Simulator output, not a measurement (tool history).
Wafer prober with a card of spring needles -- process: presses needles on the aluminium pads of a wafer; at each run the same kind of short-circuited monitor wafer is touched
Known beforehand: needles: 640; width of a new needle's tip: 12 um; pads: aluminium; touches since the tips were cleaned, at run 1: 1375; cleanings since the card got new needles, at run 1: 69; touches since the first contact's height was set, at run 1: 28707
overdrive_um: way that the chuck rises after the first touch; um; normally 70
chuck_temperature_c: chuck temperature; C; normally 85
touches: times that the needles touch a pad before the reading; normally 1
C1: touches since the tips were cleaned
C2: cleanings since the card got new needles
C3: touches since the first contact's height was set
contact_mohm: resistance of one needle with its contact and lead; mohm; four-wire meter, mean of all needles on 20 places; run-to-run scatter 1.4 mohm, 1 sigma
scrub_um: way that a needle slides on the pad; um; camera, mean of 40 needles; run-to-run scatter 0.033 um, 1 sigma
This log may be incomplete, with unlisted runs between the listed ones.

{"run": 1, "day": 0.0, "overdrive_um": 70, "chuck_temperature_c": 85, "touches": 1, "C1": 1375, "C2": 69, "C3": 28707, "contact_mohm": 137, "scrub_um": 17.27}
{"day": 0.462, "done": "tips cleaned on abrasive film"}
{"day": 1.004, "done": "tips cleaned on abrasive film"}
{"run": 2, "day": 1.196, "overdrive_um": 70, "chuck_temperature_c": 85, "touches": 1, "C1": 1498, "C2": 71, "C3": 38058, "contact_mohm": 138, "scrub_um": 17.17}
{"day": 1.621, "done": "tips cleaned on abrasive film"}
{"day": 2.229, "done": "tips cleaned on abrasive film"}
{"run": 3, "day": 2.462, "overdrive_um": 60, "chuck_temperature_c": 85, "touches": 1, "C1": 1844, "C2": 73, "C3": 47966, "contact_mohm": 142, "scrub_um": 14.69}
{"day": 2.871, "done": "tips cleaned on abrasive film"}
{"day": 3.454, "done": "tips cleaned on abrasive film"}
{"run": 4, "day": 3.671, "overdrive_um": 60, "chuck_temperature_c": 85, "touches": 1, "C1": 1728, "C2": 75, "C3": 57436, "contact_mohm": 143, "scrub_um": 14.65}
{"day": 4.0, "done": "tips cleaned on abrasive film"}
{"run": 5, "day": 4.358, "overdrive_um": 60, "chuck_temperature_c": 85, "touches": 1, "C1": 2823, "C2": 76, "C3": 62816, "contact_mohm": 147, "scrub_um": 14.65}
{"day": 4.567, "done": "tips cleaned on abrasive film"}
{"run": 6, "day": 4.871, "overdrive_um": 60, "chuck_temperature_c": 85, "touches": 1, "C1": 2379, "C2": 77, "C3": 66800, "contact_mohm": 144, "scrub_um": 14.63}
{"day": 5.167, "done": "tips cleaned on abrasive film"}
{"day": 5.796, "done": "tips cleaned on abrasive film"}
{"run": 7, "day": 5.825, "overdrive_um": 60, "chuck_temperature_c": 85, "touches": 1, "C1": 236, "C2": 79, "C3": 74268, "contact_mohm": 135, "scrub_um": 14.55}
{"day": 6.371, "done": "tips cleaned on abrasive film"}
{"run": 8, "day": 6.808, "overdrive_um": 70, "chuck_temperature_c": 39, "touches": 1, "C1": 3429, "C2": 80, "C3": 81962, "contact_mohm": 135, "scrub_um": 17.08}
{"day": 6.979, "done": "tips cleaned on abrasive film"}
{"day": 7.538, "done": "tips cleaned on abrasive film"}
{"run": 9, "day": 7.717, "overdrive_um": 84, "chuck_temperature_c": 85, "touches": 1, "C1": 1414, "C2": 82, "C3": 89065, "contact_mohm": 135, "scrub_um": 20.47}
{"day": 8.117, "done": "tips cleaned on abrasive film"}
{"day": 8.742, "done": "tips cleaned on abrasive film"}
{"run": 10, "day": 8.979, "overdrive_um": 55, "chuck_temperature_c": 85, "touches": 1, "C1": 1870, "C2": 84, "C3": 98926, "contact_mohm": 143, "scrub_um": 13.24}
{"day": 9.283, "done": "tips cleaned on abrasive film"}
{"run": 11, "day": 9.721, "overdrive_um": 53, "chuck_temperature_c": 85, "touches": 1, "C1": 3431, "C2": 85, "C3": 104742, "contact_mohm": 151, "scrub_um": 12.7}
{"day": 9.862, "done": "tips cleaned on abrasive film"}
{"day": 10.421, "done": "tips cleaned on abrasive film"}
{"run": 12, "day": 10.438, "overdrive_um": 69, "chuck_temperature_c": 84, "touches": 1, "C1": 138, "C2": 87, "C3": 110316, "contact_mohm": 134, "scrub_um": 16.69}
{"day": 11.054, "done": "tips cleaned on abrasive film"}
{"run": 13, "day": 11.388, "overdrive_um": 69, "chuck_temperature_c": 84, "touches": 1, "C1": 2604, "C2": 88, "C3": 117754, "contact_mohm": 142, "scrub_um": 16.65}
{"day": 11.625, "done": "tips cleaned on abrasive film"}
{"day": 12.179, "done": "tips cleaned on abrasive film"}
{"run": 14, "day": 12.35, "overdrive_um": 82, "chuck_temperature_c": 41, "touches": 3, "C1": 1343, "C2": 90, "C3": 125288, "contact_mohm": 127, "scrub_um": 19.81}
{"day": 12.75, "done": "tips cleaned on abrasive film"}
{"day": 13.358, "done": "tips cleaned on abrasive film"}
{"run": 15, "day": 13.512, "overdrive_um": 86, "chuck_temperature_c": 30, "touches": 2, "C1": 1213, "C2": 92, "C3": 134366, "contact_mohm": 125, "scrub_um": 20.77}
{"day": 13.996, "done": "tips cleaned on abrasive film"}
{"run": 16, "day": 14.183, "overdrive_um": 86, "chuck_temperature_c": 30, "touches": 2, "C1": 1479, "C2": 93, "C3": 139635, "contact_mohm": 126, "scrub_um": 20.77}
{"day": 14.583, "done": "tips cleaned on abrasive film"}
{"run": 17, "day": 14.925, "overdrive_um": 81, "chuck_temperature_c": 45, "touches": 2, "C1": 2702, "C2": 94, "C3": 145436, "contact_mohm": 129, "scrub_um": 19.51}
{"day": 15.012, "done": "height of the first contact set anew"}
{"day": 15.154, "done": "tips cleaned on abrasive film"}
{"run": 18, "day": 15.596, "overdrive_um": 81, "chuck_temperature_c": 45, "touches": 2, "C1": 3462, "C2": 95, "C3": 4544, "contact_mohm": 131, "scrub_um": 20.09}
{"day": 15.717, "done": "tips cleaned on abrasive film"}
{"day": 16.279, "done": "tips cleaned on abrasive film"}
{"run": 19, "day": 16.771, "overdrive_um": 57, "chuck_temperature_c": 45, "touches": 2, "C1": 3879, "C2": 97, "C3": 13737, "contact_mohm": 138, "scrub_um": 14.1}
{"day": 16.879, "done": "tips cleaned on abrasive film"}
{"day": 17.525, "done": "tips cleaned on abrasive film"}
{"run": 20, "day": 17.667, "overdrive_um": 64, "chuck_temperature_c": 59, "touches": 2, "C1": 1133, "C2": 99, "C3": 20741, "contact_mohm": 132, "scrub_um": 15.73}
{"day": 18.096, "done": "tips cleaned on abrasive film"}
{"run": 21, "day": 18.588, "overdrive_um": 80, "chuck_temperature_c": 43, "touches": 2, "C1": 3869, "C2": 100, "C3": 27952, "contact_mohm": 133, "scrub_um": 19.7}

Each run again, without the hidden state but with its own random variation kept:
What the log doesn't record here: debris on the tips, nm; way that the needles fall short of the set height, um; tips' diameter, um; drift of the gauge itself on contact_mohm, %; drift of the gauge itself on scrub_um, %.
run=1 contact_mohm=132 scrub_um=17.39
run=2 contact_mohm=133 scrub_um=17.33
run=3 contact_mohm=133 scrub_um=14.89
run=4 contact_mohm=134 scrub_um=14.89
run=5 contact_mohm=134 scrub_um=14.9
run=6 contact_mohm=133 scrub_um=14.9
run=7 contact_mohm=132 scrub_um=14.86
run=8 contact_mohm=124 scrub_um=17.41
run=9 contact_mohm=132 scrub_um=20.82
run=10 contact_mohm=132 scrub_um=13.63
run=11 contact_mohm=133 scrub_um=13.1
run=12 contact_mohm=132 scrub_um=17.13
run=13 contact_mohm=133 scrub_um=17.1
run=14 contact_mohm=126 scrub_um=20.3
run=15 contact_mohm=123 scrub_um=21.3
run=16 contact_mohm=124 scrub_um=21.32
run=17 contact_mohm=125 scrub_um=20.06
run=18 contact_mohm=126 scrub_um=20.11
run=19 contact_mohm=126 scrub_um=14.15
run=20 contact_mohm=128 scrub_um=15.82
run=21 contact_mohm=128 scrub_um=19.81
